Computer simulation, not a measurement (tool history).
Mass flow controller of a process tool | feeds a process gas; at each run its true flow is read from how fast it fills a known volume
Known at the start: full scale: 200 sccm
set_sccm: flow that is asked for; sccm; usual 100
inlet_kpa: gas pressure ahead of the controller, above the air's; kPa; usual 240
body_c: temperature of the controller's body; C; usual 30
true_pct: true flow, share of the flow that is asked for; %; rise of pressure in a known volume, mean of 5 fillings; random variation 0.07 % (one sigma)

run,day,set_sccm,inlet_kpa,body_c,true_pct
1,0,100,240,30,99.24
2,5.871,100,240,30,99.33
3,10.175,100,240,30,99.52
4,16.188,100,259,30,99.39
5,19.729,100,259,30,99.34
6,24.658,100,259,30,99.35
7,28.354,48,166,21,98.36
8,31.733,48,196,21,98.25
9,34.55,48,196,21,98.16
10,37.488,112,196,21,98.77
11,40.012,26,164,23,98.63
12,43.612,100,157,24,99.09

The same runs without the tool's hidden state, with the same run-to-run variation:
The hidden state here: flow at rest that the sensor doesn't see, % of full scale; true flow over the shown one, %; drift of the gauge itself on true_pct, %.
run,true_pct
1,98.86
2,98.94
3,99.13
4,99
5,98.94
6,98.95
7,97.72
8,97.59
9,97.49
10,98.39
11,97.5
12,98.68
